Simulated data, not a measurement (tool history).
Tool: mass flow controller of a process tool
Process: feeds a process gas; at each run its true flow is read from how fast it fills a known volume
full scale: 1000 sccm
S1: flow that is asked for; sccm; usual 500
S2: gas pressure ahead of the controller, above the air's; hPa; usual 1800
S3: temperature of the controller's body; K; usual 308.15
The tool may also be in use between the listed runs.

run 1 hour=0.0 | S1=500 S2=1800 S3=308.15 | true_flow_(%)=100.06
run 2 hour=94.0 | S1=500 S2=1800 S3=308.15 | true_flow_(%)=100.15
run 3 hour=180.3 | S1=500 S2=1800 S3=308.15 | true_flow_(%)=100.17
run 4 hour=270.4 | S1=500 S2=1800 S3=308.15 | true_flow_(%)=100.09
run 5 hour=319.9 | S1=500 S2=1800 S3=308.15 | true_flow_(%)=100.03
run 6 hour=378.1 | S1=500 S2=1800 S3=308.15 | true_flow_(%)=100.11
run 7 hour=483.0 | S1=500 S2=1430 S3=308.15 | true_flow_(%)=100.06
run 8 hour=552.0 | S1=500 S2=1430 S3=308.15 | true_flow_(%)=100.13
run 9 hour=601.2 | S1=500 S2=1800 S3=313.15 | true_flow_(%)=100.44
run 10 hour=700.6 | S1=500 S2=1800 S3=313.15 | true_flow_(%)=100.34
run 11 hour=751.7 | S1=184 S2=1800 S3=308.15 | true_flow_(%)=96.20
run 12 hour=846.3 | S1=500 S2=1800 S3=308.15 | true_flow_(%)=100.12
run 13 hour=941.5 | S1=521 S2=1800 S3=302.15 | true_flow_(%)=99.93
run 14 hour=1011.6 | S1=521 S2=1800 S3=302.15 | true_flow_(%)=99.88
run 15 hour=1060.9 | S1=500 S2=1930 S3=297.15 | true_flow_(%)=99.64
run 16 hour=1104.3 | S1=500 S2=1930 S3=297.15 | true_flow_(%)=99.62
run 17 hour=1165.7 | S1=500 S2=1930 S3=297.15 | true_flow_(%)=99.67
run 18 hour=1249.9 | S1=630 S2=1930 S3=300.15 | true_flow_(%)=100.36
run 19 hour=1346.2 | S1=500 S2=1890 S3=298.15 | true_flow_(%)=99.57
run 20 hour=1410.8 | S1=521 S2=1710 S3=298.15 | true_flow_(%)=99.67
run 21 hour=1482.5 | S1=358 S2=2440 S3=298.15 | true_flow_(%)=98.70
run 22 hour=1577.7 | S1=284 S2=1710 S3=298.15 | true_flow_(%)=97.72
run 23 hour=1643.5 | S1=637 S2=1460 S3=309.15 | true_flow_(%)=100.96

The same runs without the tool's hidden state, with the same run-to-run variation:
The hidden state here: flow at rest that the sensor doesn't see, % of full scale; true flow over the shown one, %; drift of the gauge itself on true_pct, %.
run=1 true_flow_(%)=99.43
run=2 true_flow_(%)=99.52
run=3 true_flow_(%)=99.54
run=4 true_flow_(%)=99.45
run=5 true_flow_(%)=99.39
run=6 true_flow_(%)=99.46
run=7 true_flow_(%)=99.40
run=8 true_flow_(%)=99.47
run=9 true_flow_(%)=99.77
run=10 true_flow_(%)=99.66
run=11 true_flow_(%)=98.85
run=12 true_flow_(%)=99.43
run=13 true_flow_(%)=99.16
run=14 true_flow_(%)=99.10
run=15 true_flow_(%)=98.94
run=16 true_flow_(%)=98.92
run=17 true_flow_(%)=98.96
run=18 true_flow_(%)=99.22
run=19 true_flow_(%)=98.84
run=20 true_flow_(%)=98.86
run=21 true_flow_(%)=98.77
run=22 true_flow_(%)=98.55
run=23 true_flow_(%)=99.77

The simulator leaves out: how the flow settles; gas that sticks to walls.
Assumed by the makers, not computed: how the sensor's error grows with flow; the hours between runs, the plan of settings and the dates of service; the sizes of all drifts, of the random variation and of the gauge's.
